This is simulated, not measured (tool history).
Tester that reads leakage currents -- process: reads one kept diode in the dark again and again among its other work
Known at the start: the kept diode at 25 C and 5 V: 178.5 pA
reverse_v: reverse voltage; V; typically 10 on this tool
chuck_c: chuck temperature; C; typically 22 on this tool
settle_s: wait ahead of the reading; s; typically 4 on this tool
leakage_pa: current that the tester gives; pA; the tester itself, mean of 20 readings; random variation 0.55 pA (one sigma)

run	hour	reverse_v	chuck_c	settle_s	leakage_pa
1	0	10	22	4	182.74
2	38.1	10	22	4	183.64
3	91.2	10	22	4	183.08
4	128.7	10	22	4	183.3
# hour 148.9: probe card cleaned and baked
5	186.5	10	22	4	183.19
6	238.9	10	46	4	956.99
7	276.1	10	46	4	962.05
8	316.7	10	46	4	960.52
9	356.5	10	22	4	182.69
10	387.6	10	22	4	182.72
11	424.3	10	22	4.23	182.36
# hour 434.1: chuck's temperature calibrated
12	472	10	22	4	182.51
13	500.5	10	22	4	182.8
14	550.7	10	22	4	182.71
15	591.1	10	22	4	181.55
16	643.9	10	22	4	183.03
17	677	10	22	4	183.3
18	729.3	10	22	4	183
19	769.9	5.1	22	4	144.09
20	807.5	10	22	6.1	181.63
21	858.6	10	22	2.77	184.58
22	899.8	10	22	2.77	182.99
23	933.9	4.1	58	7.87	1472.82
24	959.2	4.1	58	7.87	1464.77
25	995.8	6.3	22	0.97	157.17
26	1041.1	1.6	22	1.81	96.15
27	1074.4	1.5	33	4.23	207.52
28	1100.2	1.5	49	1.01	596.64
29	1154.6	1.5	49	1.01	597.06
30	1202.3	1.5	49	1.01	596.59
31	1232.8	1.5	49	1.01	600.4
32	1274.1	2.3	42	1.01	442.49
33	1310.7	1.5	41	8.79	357.7
34	1346.5	1.5	41	8.79	356.6
35	1380.5	3.5	41	8.79	483.47
36	1425.5	2.8	45	4	578.01
37	1462.8	2.8	21	1.71	108.33
38	1514.2	1.5	58	2.61	1032.69
39	1550	2.9	55	1.44	1088.53
40	1591.4	1.4	24	5.13	106.52

Consider 4 possible next runs. They are alternatives, not a sequence: every one starts from the tool as it was left by run 40. What does each give?
A	1646.3	1.4	24	0.89	?
B	1646.3	1.5	39	4	?
C	1646.3	4.5	29	1.02	?
D	1646.3	2.6	32	3.24	?

run	leakage_pa
A	107.06
B	313.27
C	230.88
D	235.4
With no hidden state in the tool, these same runs would have given:
run	leakage_pa
A	107.02
B	313.19
C	230.79
D	235.33
